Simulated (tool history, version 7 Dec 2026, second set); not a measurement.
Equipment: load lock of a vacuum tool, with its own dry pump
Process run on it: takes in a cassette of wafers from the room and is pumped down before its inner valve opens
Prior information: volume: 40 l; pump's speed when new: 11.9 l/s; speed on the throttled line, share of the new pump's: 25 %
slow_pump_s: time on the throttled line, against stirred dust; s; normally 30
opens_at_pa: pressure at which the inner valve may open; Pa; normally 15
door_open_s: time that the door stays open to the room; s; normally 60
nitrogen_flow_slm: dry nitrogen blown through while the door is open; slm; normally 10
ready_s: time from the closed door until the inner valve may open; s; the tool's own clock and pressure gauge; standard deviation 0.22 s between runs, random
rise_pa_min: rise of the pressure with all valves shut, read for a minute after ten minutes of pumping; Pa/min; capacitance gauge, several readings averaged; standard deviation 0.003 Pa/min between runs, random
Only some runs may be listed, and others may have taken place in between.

run     day  slow_pump_s  opens_at_pa  door_open_s  nitrogen_flow_slm  incoming humidity of the room's air, %  ready_s  rise_pa_min
  1   0.000           30           15           60                 10                                    46.9     52.2        0.048
  2   2.375           30           17           60                 10                                    43.7     51.3        0.038
  3   7.683           30           17           60                 10                                    43.3     51.8        0.044
  4  10.417           30           15           60                 10                                    47.5     52.3        0.040
  5  13.600           30           15           60                 10                                    45.4     52.3        0.037
  6  16.075           30           15           60                 10                                    47.2     51.9        0.045
  7  18.721           30           15           60                 10                                    47.6     51.9        0.046
  8  22.279           30           15           60                 10                                    43.4     52.0        0.038
  9  27.246           30           15           60                 10                                    45.2     52.2        0.036
 10  29.500           30           15           60                 10                                    46.2     52.4        0.041
 11  32.738           30           15           60                 10                                    44.3     51.7        0.040
 12  36.554           57           15           60                 10                                    43.1     72.2        0.040
 13  41.371           57           15           60                 10                                    45.8     71.6        0.045
 14  45.700           57           15           60                 10                                    45.6     71.8        0.036
 15  47.912           30           15           60                 10                                    45.2     51.5        0.039
 16  50.296           30           27          122                 10                                    42.3     50.0        0.057
 17  53.954           30           13          122                 37                                    46.2     52.7        0.041
 18  56.604           30           15           60                  5                                    45.2     51.7        0.045
 19  58.833           30           13           56                  5                                    45.1     52.1        0.041
     59.871  -- door's seal changed, seat wiped
 20  62.075           39           12           60                  5                                    43.5     59.4        0.042
 21  67.133           28           12           60                  5                                    47.1     51.8        0.049
 22  70.183           30           15           36                  8                                    45.6     52.3        0.030
 23  73.725           30           15           36                  8                                    43.1     52.0        0.026
 24  76.700           30           19           35                 12                                    45.3     51.2        0.029
 25  79.904           30           14           35                 14                                    43.1     52.3        0.025
 26  84.600           30           14           35                  5                                    44.3     52.5        0.026
 27  88.238           50           15           35                  6                                    44.2     66.6        0.027
 28  92.658           39           10          137                  6                                    49.6     60.3        0.077
 29  96.383           19           10          129                  6                                    47.0     45.1        0.070

Below, some changes in rise_pa_min between adjacent runs. For each, the amount present without the hidden state too (settings, incoming material, random variation) and the amount remaining for the hidden state with gauge scatter not shared by both compared results:
Unlogged tool condition in this case: pump's speed, % of a new pump's; leak at the door's seal, Pa l/s; drift of the gauge itself on ready_s, %; drift of the gauge itself on rise_pa_min, %.
Run 2 -> 3: nothing adjusted, nothing logged. rise_pa_min +0.006 Pa/min: hidden state -0.001, all else +0.007.
Run 19 -> 20: slow_pump_s 30 -> 39, opens_at_pa 13 -> 12, door_open_s 56 -> 60, door's seal changed, seat wiped. rise_pa_min +0.001 Pa/min: hidden state -0.002, all else +0.003.
Run 21 -> 22: slow_pump_s 28 -> 30, opens_at_pa 12 -> 15, door_open_s 60 -> 36, nitrogen_flow_slm 5 -> 8. rise_pa_min -0.019 Pa/min: hidden state +0.000, all else -0.019.
Run 27 -> 28: slow_pump_s 50 -> 39, opens_at_pa 15 -> 10, door_open_s 35 -> 137. rise_pa_min +0.050 Pa/min: hidden state +0.000, all else +0.050.
